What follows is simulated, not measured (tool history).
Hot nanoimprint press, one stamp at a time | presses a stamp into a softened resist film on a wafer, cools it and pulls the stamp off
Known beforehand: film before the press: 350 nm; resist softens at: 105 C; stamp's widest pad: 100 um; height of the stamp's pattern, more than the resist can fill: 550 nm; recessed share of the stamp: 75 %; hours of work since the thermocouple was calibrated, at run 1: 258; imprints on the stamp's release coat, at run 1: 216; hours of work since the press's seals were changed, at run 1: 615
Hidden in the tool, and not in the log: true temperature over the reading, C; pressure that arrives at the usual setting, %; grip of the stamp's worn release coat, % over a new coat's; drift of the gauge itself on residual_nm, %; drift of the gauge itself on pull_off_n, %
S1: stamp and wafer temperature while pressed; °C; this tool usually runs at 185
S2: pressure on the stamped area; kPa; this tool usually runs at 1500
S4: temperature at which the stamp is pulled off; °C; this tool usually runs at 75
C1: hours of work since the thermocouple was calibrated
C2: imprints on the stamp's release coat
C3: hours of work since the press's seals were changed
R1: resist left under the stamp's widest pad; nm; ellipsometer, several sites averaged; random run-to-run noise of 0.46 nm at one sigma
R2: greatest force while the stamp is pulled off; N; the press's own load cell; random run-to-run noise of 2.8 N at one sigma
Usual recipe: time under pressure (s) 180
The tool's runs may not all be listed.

run 1 hour=0 | S1=185 S2=1500 time_under_pressure_(s)=180 S4=75 | C1=258 C2=216 C3=615 | R1=169.9 R2=211
run 2 hour=35.3 | S1=185 S2=1500 time_under_pressure_(s)=180 S4=75 | C1=274 C2=306 C3=630 | R1=169.7 R2=220
run 3 hour=82.9 | S1=185 S2=2020 time_under_pressure_(s)=180 S4=75 | C1=294 C2=426 C3=650 | R1=148 R2=225
run 4 hour=103.4 | S1=185 S2=1500 time_under_pressure_(s)=180 S4=75 | C1=303 C2=479 C3=659 | R1=170.1 R2=221
run 5 hour=143.9 | S1=185 S2=1500 time_under_pressure_(s)=180 S4=66 | C1=320 C2=582 C3=677 | R1=168.5 R2=247
run 6 hour=180.3 | S1=185 S2=1500 time_under_pressure_(s)=180 S4=75 | C1=336 C2=674 C3=692 | R1=169.1 R2=228
run 7 hour=218.3 | S1=185 S2=1500 time_under_pressure_(s)=180 S4=75 | C1=352 C2=771 C3=708 | R1=169.3 R2=228
run 8 hour=250.3 | S1=185 S2=1500 time_under_pressure_(s)=180 S4=75 | C1=366 C2=852 C3=722 | R1=168.6 R2=229
-- hour=270.4 plate thermocouple calibrated
run 9 hour=290.8 | S1=185 S2=1900 time_under_pressure_(s)=180 S4=75 | C1=9 C2=947 C3=738 | R1=150.7 R2=232
run 10 hour=319.8 | S1=185 S2=1900 time_under_pressure_(s)=180 S4=75 | C1=21 C2=1021 C3=751 | R1=150.3 R2=234
run 11 hour=367.7 | S1=185 S2=1900 time_under_pressure_(s)=180 S4=75 | C1=42 C2=1143 C3=771 | R1=149.9 R2=235
run 12 hour=407.9 | S1=185 S2=1900 time_under_pressure_(s)=180 S4=75 | C1=59 C2=1245 C3=788 | R1=149.2 R2=245
run 13 hour=431.3 | S1=185 S2=1500 time_under_pressure_(s)=180 S4=75 | C1=69 C2=1304 C3=798 | R1=165.3 R2=242
run 14 hour=478.3 | S1=185 S2=1500 time_under_pressure_(s)=180 S4=75 | C1=89 C2=1424 C3=819 | R1=165.5 R2=246
-- hour=496.2 stamp cleaned and given a new release coat
run 15 hour=530 | S1=185 S2=1210 time_under_pressure_(s)=180 S4=75 | C1=109 C2=86 C3=838 | R1=180.9 R2=210
-- hour=541.5 plate thermocouple calibrated, once more
run 16 hour=559.3 | S1=185 S2=1500 time_under_pressure_(s)=235 S4=75 | C1=8 C2=153 C3=850 | R1=157.6 R2=213
run 17 hour=598.4 | S1=184 S2=1500 time_under_pressure_(s)=180 S4=81 | C1=24 C2=252 C3=866 | R1=178.7 R2=213
run 18 hour=631.4 | S1=184 S2=1500 time_under_pressure_(s)=222 S4=70 | C1=39 C2=336 C3=880 | R1=166.5 R2=222
run 19 hour=656.6 | S1=196 S2=1500 time_under_pressure_(s)=180 S4=71 | C1=49 C2=400 C3=891 | R1=121.2 R2=233
run 20 hour=693.8 | S1=183 S2=1840 time_under_pressure_(s)=105 S4=66 | C1=65 C2=495 C3=907 | R1=202.7 R2=244
run 21 hour=729.7 | S1=193 S2=990 time_under_pressure_(s)=236 S4=82 | C1=81 C2=586 C3=923 | R1=145.8 R2=209
run 22 hour=764.8 | S1=193 S2=990 time_under_pressure_(s)=236 S4=82 | C1=96 C2=675 C3=938 | R1=145.6 R2=208
run 23 hour=797.3 | S1=193 S2=990 time_under_pressure_(s)=236 S4=82 | C1=110 C2=758 C3=952 | R1=145.2 R2=214
run 24 hour=821.9 | S1=191 S2=1800 time_under_pressure_(s)=313 S4=82 | C1=120 C2=820 C3=962 | R1=104.7 R2=221
run 25 hour=866 | S1=187 S2=1180 time_under_pressure_(s)=142 S4=75 | C1=139 C2=932 C3=981 | R1=193.1 R2=228
run 26 hour=903.8 | S1=187 S2=1180 time_under_pressure_(s)=142 S4=75 | C1=155 C2=1028 C3=997 | R1=192.5 R2=234
run 27 hour=930.2 | S1=195 S2=2120 time_under_pressure_(s)=253 S4=70 | C1=167 C2=1096 C3=1009 | R1=91.8 R2=250
run 28 hour=973.3 | S1=195 S2=2120 time_under_pressure_(s)=253 S4=70 | C1=185 C2=1205 C3=1027 | R1=91.6 R2=252
run 29 hour=1006.2 | S1=176 S2=1350 time_under_pressure_(s)=135 S4=65 | C1=199 C2=1289 C3=1041 | R1=249.3 R2=265

Below are 5 alternative next runs, each starting from the tool's condition after run 29. Predict each:
run A hour=1030.4 | S1=174 S2=1500 time_under_pressure_(s)=169 S4=75 | C1=210 C2=1350 C3=1051 | R1=? R2=?
run B hour=1030.4 | S1=185 S2=1680 time_under_pressure_(s)=200 S4=68 | C1=210 C2=1350 C3=1051 | R1=? R2=?
run C hour=1030.4 | S1=176 S2=1350 time_under_pressure_(s)=98 S4=65 | C1=210 C2=1350 C3=1051 | R1=? R2=?
run D hour=1030.4 | S1=176 S2=1530 time_under_pressure_(s)=169 S4=65 | C1=210 C2=1350 C3=1051 | R1=? R2=?
run E hour=1030.4 | S1=174 S2=980 time_under_pressure_(s)=272 S4=65 | C1=210 C2=1350 C3=1051 | R1=? R2=?

run=A R1=241.1 R2=248
run=B R1=156.9 R2=260
run=C R1=267.5 R2=266
run=D R1=225.7 R2=268
run=E R1=244.2 R2=276
What these runs would have given with no unlogged condition in the tool:
run=A R1=241 R2=214
run=B R1=155.6 R2=225
run=C R1=267.7 R2=230
run=D R1=225.4 R2=232
run=E R1=245.9 R2=238
